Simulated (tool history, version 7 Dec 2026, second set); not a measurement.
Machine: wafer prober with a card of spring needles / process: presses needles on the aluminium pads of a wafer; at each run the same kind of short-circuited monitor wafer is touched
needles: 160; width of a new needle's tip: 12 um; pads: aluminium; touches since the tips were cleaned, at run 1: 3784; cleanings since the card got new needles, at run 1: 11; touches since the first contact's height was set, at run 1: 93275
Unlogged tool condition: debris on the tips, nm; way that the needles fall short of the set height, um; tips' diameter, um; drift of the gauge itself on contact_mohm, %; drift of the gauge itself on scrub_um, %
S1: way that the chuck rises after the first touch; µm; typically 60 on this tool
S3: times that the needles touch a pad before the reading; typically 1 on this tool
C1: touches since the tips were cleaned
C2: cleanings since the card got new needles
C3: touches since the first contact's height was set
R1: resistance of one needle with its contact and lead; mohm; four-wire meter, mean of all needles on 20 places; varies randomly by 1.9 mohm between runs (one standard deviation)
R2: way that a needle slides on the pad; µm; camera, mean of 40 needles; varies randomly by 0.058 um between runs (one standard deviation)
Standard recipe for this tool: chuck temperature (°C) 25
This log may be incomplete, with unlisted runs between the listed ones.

Run 1, hour 0: usual settings; C1 3784; C2 11; C3 93275. Result: R1 316 mohm, R2 16.01 µm.
At hour 6.5: tips cleaned on abrasive film.
Run 2, hour 7.8: usual settings; C1 757; C2 12; C3 97655. Result: R1 246 mohm, R2 15.86 µm.
Run 3, hour 17.8: usual settings; C1 6446; C2 12; C3 103344. Result: R1 341 mohm, R2 16.03 µm.
At hour 19.4: tips cleaned on abrasive film.
Run 4, hour 27.8: usual settings; C1 4834; C2 13; C3 109032. Result: R1 323 mohm, R2 16.13 µm.
At hour 32.3: tips cleaned on abrasive film.
Run 5, hour 33.9: usual settings; C1 896; C2 14; C3 112414. Result: R1 255 mohm, R2 15.98 µm.
Run 6, hour 39.7: usual settings; C1 4226; C2 14; C3 115744. Result: R1 316 mohm, R2 15.99 µm.
At hour 44.9: tips cleaned on abrasive film.
Run 7, hour 45: usual settings but chuck temperature (°C) 27; C1 56; C2 15; C3 118706. Result: R1 222 mohm, R2 15.92 µm.
Run 8, hour 51.6: usual settings but chuck temperature (°C) 27; C1 3830; C2 15; C3 122480. Result: R1 306 mohm, R2 15.89 µm.
At hour 57.6: tips cleaned on abrasive film.
Run 9, hour 61.2: usual settings but chuck temperature (°C) 27; C1 2060; C2 16; C3 127898. Result: R1 284 mohm, R2 15.94 µm.
At hour 70.4: tips cleaned on abrasive film.
Run 10, hour 70.7: usual settings but chuck temperature (°C) 27; C1 192; C2 17; C3 133251. Result: R1 233 mohm, R2 15.86 µm.
Run 11, hour 76: usual settings but chuck temperature (°C) 27; C1 3186; C2 17; C3 136245. Result: R1 314 mohm, R2 15.94 µm.
At hour 83.3: tips cleaned on abrasive film.
Run 12, hour 83.3: usual settings; C1 0; C2 18; C3 140359. Result: R1 219 mohm, R2 15.78 µm.
Run 13, hour 89.5: usual settings; C1 3541; C2 18; C3 143900. Result: R1 306 mohm, R2 15.83 µm.
Run 14, hour 95.6: usual settings; C1 7008; C2 18; C3 147367. Result: R1 353 mohm, R2 15.89 µm.
At hour 96.4: tips cleaned on abrasive film.
Run 15, hour 102.4: usual settings; C1 3403; C2 19; C3 151176. Result: R1 308 mohm, R2 15.87 µm.
At hour 109.5: tips cleaned on abrasive film.
Run 16, hour 112.1: usual settings but S1 61 µm; C1 1474; C2 20; C3 156648. Result: R1 276 mohm, R2 15.96 µm.
Run 17, hour 116.2: usual settings but S1 61 µm; C1 3840; C2 20; C3 159014. Result: R1 318 mohm, R2 16.11 µm.
At hour 118.9: height of the first contact set anew.
At hour 122.7: tips cleaned on abrasive film.
Run 18, hour 124.8: usual settings but S3 2; C1 1198; C2 21; C3 3298. Result: R1 240 mohm, R2 16.2 µm.
Run 19, hour 133.5: usual settings but S3 2; C1 6142; C2 21; C3 8242. Result: R1 285 mohm, R2 16.24 µm.
At hour 135.8: tips cleaned on abrasive film.
Run 20, hour 142.8: usual settings but S1 54 µm, chuck temperature (°C) 36, S3 2; C1 3987; C2 22; C3 13515. Result: R1 289 mohm, R2 14.52 µm.
At hour 148.9: tips cleaned on abrasive film.
Run 21, hour 149.9: usual settings but S1 42 µm, S3 2; C1 559; C2 23; C3 17477. Result: R1 256 mohm, R2 11.28 µm.
Run 22, hour 159.1: usual settings but S1 76 µm, chuck temperature (°C) 103, S3 3; C1 5799; C2 23; C3 22717. Result: R1 254 mohm, R2 20.54 µm.
At hour 162.2: tips cleaned on abrasive film.
Run 23, hour 165.7: usual settings but S1 78 µm, chuck temperature (°C) 58, S3 3; C1 2022; C2 24; C3 26465. Result: R1 231 mohm, R2 21.12 µm.
Run 24, hour 172.2: usual settings but S1 78 µm, chuck temperature (°C) 58, S3 3; C1 5704; C2 24; C3 30147. Result: R1 246 mohm, R2 21.13 µm.
At hour 174.9: tips cleaned on abrasive film.
Run 25, hour 180.3: usual settings but S1 78 µm, chuck temperature (°C) 58, S3 3; C1 3076; C2 25; C3 34717. Result: R1 237 mohm, R2 21.06 µm.
Run 26, hour 186.9: usual settings but S1 78 µm, chuck temperature (°C) 58; C1 6809; C2 25; C3 38450. Result: R1 298 mohm, R2 21.01 µm.
At hour 187.8: tips cleaned on abrasive film.
Run 27, hour 194.8: usual settings but S1 78 µm, chuck temperature (°C) 48, S3 2; C1 3966; C2 26; C3 42898. Result: R1 257 mohm, R2 20.98 µm.
At hour 201: tips cleaned on abrasive film.
Run 28, hour 204.4: usual settings but S1 78 µm, chuck temperature (°C) 48, S3 2; C1 1969; C2 27; C3 48365. Result: R1 241 mohm, R2 21.01 µm.
Run 29, hour 208.9: usual settings but S1 78 µm, chuck temperature (°C) 48, S3 2; C1 4507; C2 27; C3 50903. Result: R1 252 mohm, R2 21.04 µm.
At hour 214.1: tips cleaned on abrasive film.
Run 30, hour 215.1: usual settings but S1 55 µm, S3 2; C1 579; C2 28; C3 54389. Result: R1 231 mohm, R2 14.82 µm.
Run 31, hour 223.4: usual settings but S1 80 µm, chuck temperature (°C) 99; C1 5280; C2 28; C3 59090. Result: R1 293 mohm, R2 21.51 µm.
At hour 227: tips cleaned on abrasive film.
Run 32, hour 232: usual settings but S1 80 µm, chuck temperature (°C) 99; C1 2846; C2 29; C3 63971. Result: R1 273 mohm, R2 21.41 µm.
At hour 239.8: tips cleaned on abrasive film.
Run 33, hour 241.6: usual settings but S1 70 µm; C1 1042; C2 30; C3 69387. Result: R1 246 mohm, R2 18.76 µm.
Run 34, hour 251.4: usual settings but S1 51 µm, chuck temperature (°C) 82, S3 2; C1 6604; C2 30; C3 74949. Result: R1 333 mohm, R2 13.57 µm.
At hour 252.9: tips cleaned on abrasive film.
Run 35, hour 260.7: usual settings but S1 74 µm, chuck temperature (°C) 82, S3 2; C1 4418; C2 31; C3 80187. Result: R1 269 mohm, R2 19.73 µm.

Each row is a separate what-if for the run after 35, all from the same tool condition, not one after another. Results?
At hour 265.7: tips cleaned on abrasive film.
Run A, hour 270.3: usual settings but chuck temperature (°C) 47, S3 2; C1 2656; C2 32; C3 85633. Result: R1 ?, R2 ?.
At hour 265.7: tips cleaned on abrasive film.
Run B, hour 270.3: usual settings but S1 77 µm, chuck temperature (°C) 83, S3 3; C1 2656; C2 32; C3 85633. Result: R1 ?, R2 ?.
At hour 265.7: tips cleaned on abrasive film.
Run C, hour 270.3: usual settings but S1 44 µm, S3 2; C1 2656; C2 32; C3 85633. Result: R1 ?, R2 ?.

run   R1     R2
  A  274  15.99
  B  237  20.65
  C  319  11.58
With the hidden condition removed and each run's random variation left untouched, the same runs would have given:
run   R1     R2
  A  217  16.26
  B  216  20.92
  C  216  11.85
